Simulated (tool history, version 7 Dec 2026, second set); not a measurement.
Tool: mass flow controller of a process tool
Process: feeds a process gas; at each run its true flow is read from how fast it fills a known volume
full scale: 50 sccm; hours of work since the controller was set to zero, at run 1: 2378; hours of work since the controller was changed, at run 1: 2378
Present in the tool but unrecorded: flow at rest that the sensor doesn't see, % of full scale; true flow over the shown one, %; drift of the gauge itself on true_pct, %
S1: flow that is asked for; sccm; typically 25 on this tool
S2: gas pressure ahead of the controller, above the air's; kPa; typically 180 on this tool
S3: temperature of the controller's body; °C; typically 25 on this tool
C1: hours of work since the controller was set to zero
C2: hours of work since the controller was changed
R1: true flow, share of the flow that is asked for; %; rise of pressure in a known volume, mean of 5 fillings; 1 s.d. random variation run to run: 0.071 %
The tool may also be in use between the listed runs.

{"run": 1, "hour": 0.0, "S1": 25, "S2": 180, "S3": 25, "C1": 2378, "C2": 2378, "R1": 98.17}
{"run": 2, "hour": 378.2, "S1": 25, "S2": 180, "S3": 25, "C1": 2493, "C2": 2493, "R1": 98.24}
{"run": 3, "hour": 560.3, "S1": 25, "S2": 180, "S3": 25, "C1": 2548, "C2": 2548, "R1": 98.21}
{"run": 4, "hour": 760.1, "S1": 25, "S2": 180, "S3": 25, "C1": 2608, "C2": 2608, "R1": 98.02}
{"run": 5, "hour": 1093.9, "S1": 25, "S2": 180, "S3": 25, "C1": 2709, "C2": 2709, "R1": 98.13}
{"run": 6, "hour": 1404.8, "S1": 25, "S2": 180, "S3": 25, "C1": 2803, "C2": 2803, "R1": 98.06}
{"run": 7, "hour": 1648.4, "S1": 25, "S2": 222, "S3": 25, "C1": 2877, "C2": 2877, "R1": 97.86}
{"run": 8, "hour": 2038.8, "S1": 25, "S2": 180, "S3": 27, "C1": 2995, "C2": 2995, "R1": 97.86}
{"run": 9, "hour": 2299.6, "S1": 25, "S2": 180, "S3": 27, "C1": 3074, "C2": 3074, "R1": 97.75}
{"run": 10, "hour": 2688.6, "S1": 46, "S2": 180, "S3": 25, "C1": 3192, "C2": 3192, "R1": 98.63}
{"run": 11, "hour": 2907.9, "S1": 25, "S2": 180, "S3": 29, "C1": 3258, "C2": 3258, "R1": 97.68}
{"run": 12, "hour": 3192.2, "S1": 25, "S2": 145, "S3": 25, "C1": 3344, "C2": 3344, "R1": 97.95}
{"run": 13, "hour": 3571.7, "S1": 25, "S2": 145, "S3": 25, "C1": 3459, "C2": 3459, "R1": 97.87}
{"run": 14, "hour": 3962.5, "S1": 25, "S2": 145, "S3": 22, "C1": 3577, "C2": 3577, "R1": 97.95}
{"run": 15, "hour": 4280.8, "S1": 25, "S2": 145, "S3": 22, "C1": 3674, "C2": 3674, "R1": 97.9}
{"run": 16, "hour": 4638.6, "S1": 25, "S2": 145, "S3": 22, "C1": 3782, "C2": 3782, "R1": 97.73}
{"run": 17, "hour": 4824.9, "S1": 25, "S2": 145, "S3": 22, "C1": 3838, "C2": 3838, "R1": 97.74}
{"run": 18, "hour": 5113.6, "S1": 25, "S2": 145, "S3": 21, "C1": 3926, "C2": 3926, "R1": 97.81}
{"run": 19, "hour": 5500.9, "S1": 25, "S2": 145, "S3": 21, "C1": 4043, "C2": 4043, "R1": 97.77}
{"run": 20, "hour": 5714.2, "S1": 25, "S2": 180, "S3": 25, "C1": 4107, "C2": 4107, "R1": 97.38}
{"run": 21, "hour": 6046.2, "S1": 25, "S2": 180, "S3": 25, "C1": 4208, "C2": 4208, "R1": 97.47}
{"run": 22, "hour": 6403.8, "S1": 18, "S2": 180, "S3": 25, "C1": 4316, "C2": 4316, "R1": 96.89}
{"run": 23, "hour": 6615.6, "S1": 45, "S2": 180, "S3": 36, "C1": 4380, "C2": 4380, "R1": 97.64}
{"hour": 6674.8, "done": "controller's zero set anew"}
{"run": 24, "hour": 6832.6, "S1": 26, "S2": 180, "S3": 25, "C1": 48, "C2": 4446, "R1": 98.1}
{"run": 25, "hour": 7117.4, "S1": 27, "S2": 249, "S3": 25, "C1": 134, "C2": 4532, "R1": 98}
{"run": 26, "hour": 7390.9, "S1": 13, "S2": 180, "S3": 32, "C1": 217, "C2": 4615, "R1": 97.59}
{"run": 27, "hour": 7704.9, "S1": 13, "S2": 180, "S3": 32, "C1": 312, "C2": 4710, "R1": 97.42}
{"run": 28, "hour": 8101.2, "S1": 13, "S2": 180, "S3": 32, "C1": 432, "C2": 4830, "R1": 97.39}
{"run": 29, "hour": 8407.6, "S1": 37, "S2": 234, "S3": 27, "C1": 524, "C2": 4922, "R1": 97.91}
{"run": 30, "hour": 8692.9, "S1": 5, "S2": 249, "S3": 25, "C1": 611, "C2": 5009, "R1": 96.43}
{"run": 31, "hour": 8993.5, "S1": 28, "S2": 178, "S3": 25, "C1": 702, "C2": 5100, "R1": 97.97}
{"run": 32, "hour": 9326.1, "S1": 28, "S2": 178, "S3": 25, "C1": 802, "C2": 5200, "R1": 97.75}
{"run": 33, "hour": 9498.4, "S1": 28, "S2": 235, "S3": 21, "C1": 854, "C2": 5252, "R1": 97.91}
{"run": 34, "hour": 9808.8, "S1": 28, "S2": 235, "S3": 21, "C1": 948, "C2": 5346, "R1": 97.84}
{"run": 35, "hour": 10154.8, "S1": 10, "S2": 265, "S3": 21, "C1": 1053, "C2": 5451, "R1": 96.93}
{"run": 36, "hour": 10450.7, "S1": 10, "S2": 265, "S3": 21, "C1": 1143, "C2": 5541, "R1": 96.72}
{"run": 37, "hour": 10615.2, "S1": 10, "S2": 265, "S3": 21, "C1": 1192, "C2": 5590, "R1": 96.74}
{"run": 38, "hour": 10991.1, "S1": 7, "S2": 265, "S3": 26, "C1": 1306, "C2": 5704, "R1": 95.99}
{"run": 39, "hour": 11222.1, "S1": 7, "S2": 248, "S3": 31, "C1": 1376, "C2": 5774, "R1": 95.79}
{"run": 40, "hour": 11501.8, "S1": 7, "S2": 175, "S3": 31, "C1": 1461, "C2": 5859, "R1": 95.84}
{"run": 41, "hour": 11819.2, "S1": 18, "S2": 280, "S3": 29, "C1": 1557, "C2": 5955, "R1": 96.63}
{"run": 42, "hour": 11990.4, "S1": 19, "S2": 180, "S3": 25, "C1": 1609, "C2": 6007, "R1": 97.24}
{"run": 43, "hour": 12231.2, "S1": 19, "S2": 180, "S3": 24, "C1": 1681, "C2": 6079, "R1": 97.13}

Measured minus without-hidden-state, run by run (identical run-to-run variation in each term; gauge scatter may differ):
run=1 R1=-1.36
run=2 R1=-1.42
run=3 R1=-1.45
run=4 R1=-1.48
run=5 R1=-1.52
run=6 R1=-1.57
run=7 R1=-1.61
run=8 R1=-1.67
run=9 R1=-1.71
run=10 R1=-1.44
run=11 R1=-1.8
run=12 R1=-1.84
run=13 R1=-1.9
run=14 R1=-1.96
run=15 R1=-2
run=16 R1=-2.06
run=17 R1=-2.08
run=18 R1=-2.12
run=19 R1=-2.19
run=20 R1=-2.22
run=21 R1=-2.27
run=22 R1=-2.69
run=23 R1=-1.92
run=24 R1=-1.48
run=25 R1=-1.52
run=26 R1=-1.69
run=27 R1=-1.76
run=28 R1=-1.84
run=29 R1=-1.67
run=30 R1=-2.64
run=31 R1=-1.79
run=32 R1=-1.85
run=33 R1=-1.87
run=34 R1=-1.91
run=35 R1=-2.47
run=36 R1=-2.54
run=37 R1=-2.58
run=38 R1=-3.07
run=39 R1=-3.14
run=40 R1=-3.23
run=41 R1=-2.4
run=42 R1=-2.4
run=43 R1=-2.43

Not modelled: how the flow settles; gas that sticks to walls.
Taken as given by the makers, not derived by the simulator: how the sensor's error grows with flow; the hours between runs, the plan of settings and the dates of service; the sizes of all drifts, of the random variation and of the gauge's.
